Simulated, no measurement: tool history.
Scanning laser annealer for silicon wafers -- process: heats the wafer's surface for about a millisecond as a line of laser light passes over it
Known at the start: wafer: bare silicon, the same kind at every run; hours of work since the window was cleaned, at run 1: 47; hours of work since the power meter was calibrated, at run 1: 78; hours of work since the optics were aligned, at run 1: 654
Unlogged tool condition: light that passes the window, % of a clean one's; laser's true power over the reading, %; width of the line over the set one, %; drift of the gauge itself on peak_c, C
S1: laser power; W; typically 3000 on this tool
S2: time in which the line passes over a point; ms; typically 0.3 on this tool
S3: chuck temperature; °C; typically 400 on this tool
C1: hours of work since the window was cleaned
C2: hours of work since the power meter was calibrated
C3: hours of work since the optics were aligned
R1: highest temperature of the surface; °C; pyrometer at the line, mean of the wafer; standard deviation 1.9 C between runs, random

| run | day | S1 | S2 | S3 | C1 | C2 | C3 | R1 |
|---|---|---|---|---|---|---|---|---|
| 1 | 0 | 3000 | 0.3 | 400 | 47 | 78 | 654 | 1128 |
| 2 | 0.188 | 3092 | 0.3 | 400 | 49 | 81 | 656 | 1149 |
| 3 | 0.521 | 3092 | 0.3 | 400 | 53 | 85 | 661 | 1153 |
| 4 | 0.883 | 3092 | 0.3 | 400 | 58 | 89 | 665 | 1156 |
| 5 | 1.058 | 3092 | 0.3 | 400 | 60 | 92 | 667 | 1155 |
| 6 | 1.379 | 2979 | 0.3 | 400 | 64 | 96 | 671 | 1116 |
| 7 | 1.629 | 2979 | 0.3 | 400 | 67 | 99 | 675 | 1118 |
| 8 | 1.996 | 3000 | 0.3 | 400 | 72 | 103 | 679 | 1123 |
| 9 | 2.262 | 2997 | 0.3 | 400 | 75 | 107 | 683 | 1125 |
| 10 | 2.525 | 2997 | 0.3 | 400 | 79 | 110 | 686 | 1124 |
| 11 | 2.821 | 2997 | 0.3 | 400 | 82 | 114 | 690 | 1124 |
| 12 | 3.05 | 3000 | 0.3 | 390 | 85 | 117 | 693 | 1115 |
| 13 | 3.396 | 3000 | 0.3 | 390 | 90 | 121 | 697 | 1112 |
| 14 | 3.717 | 3275 | 0.3 | 400 | 94 | 125 | 701 | 1215 |
| 15 | 4.071 | 3275 | 0.3 | 400 | 98 | 130 | 705 | 1214 |
| 16 | 4.392 | 3275 | 0.3 | 400 | 102 | 134 | 710 | 1213 |
| 17 | 4.592 | 3275 | 0.369 | 433 | 105 | 136 | 712 | 1352 |
| 18 | 4.812 | 3275 | 0.369 | 433 | 107 | 139 | 715 | 1350 |
| 19 | 5.192 | 3275 | 0.369 | 433 | 112 | 144 | 720 | 1351 |
| 20 | 5.408 | 3186 | 0.229 | 438 | 115 | 147 | 722 | 1105 |
| 21 | 5.638 | 2889 | 0.253 | 400 | 118 | 150 | 725 | 1024 |
| 22 | 6.025 | 2889 | 0.253 | 400 | 123 | 154 | 730 | 1028 |
| 23 | 6.2 | 2897 | 0.3 | 386 | 125 | 157 | 732 | 1076 |
| 24 | 6.475 | 2897 | 0.3 | 386 | 129 | 160 | 736 | 1080 |
| 25 | 6.804 | 3136 | 0.248 | 400 | 133 | 164 | 740 | 1086 |
| 26 | 7.046 | 2988 | 0.237 | 402 | 136 | 167 | 743 | 1034 |
| 27 | 7.342 | 3246 | 0.254 | 399 | 140 | 171 | 747 | 1125 |
| 28 | 7.612 | 3000 | 0.264 | 365 | 143 | 174 | 750 | 1038 |
| 29 | 7.8 | 2562 | 0.227 | 365 | 145 | 177 | 753 | 866 |

5 options for the next run, each taken on its own from the tool as it stands now. Forecast them:
| A | 8.133 | 3285 | 0.27 | 390 | 150 | 181 | 757 | ? |
| B | 8.133 | 2773 | 0.379 | 388 | 150 | 181 | 757 | ? |
| C | 8.133 | 3294 | 0.297 | 405 | 150 | 181 | 757 | ? |
| D | 8.133 | 3000 | 0.3 | 387 | 150 | 181 | 757 | ? |
| E | 8.133 | 2868 | 0.222 | 411 | 150 | 181 | 757 | ? |

| run | R1 |
|---|---|
| A | 1159 |
| B | 1138 |
| C | 1216 |
| D | 1113 |
| E | 985 |
Stripped of hidden state, with their random variation kept, the same runs would have yielded:
| run | R1 |
|---|---|
| A | 1159 |
| B | 1138 |
| C | 1216 |
| D | 1113 |
| E | 985 |
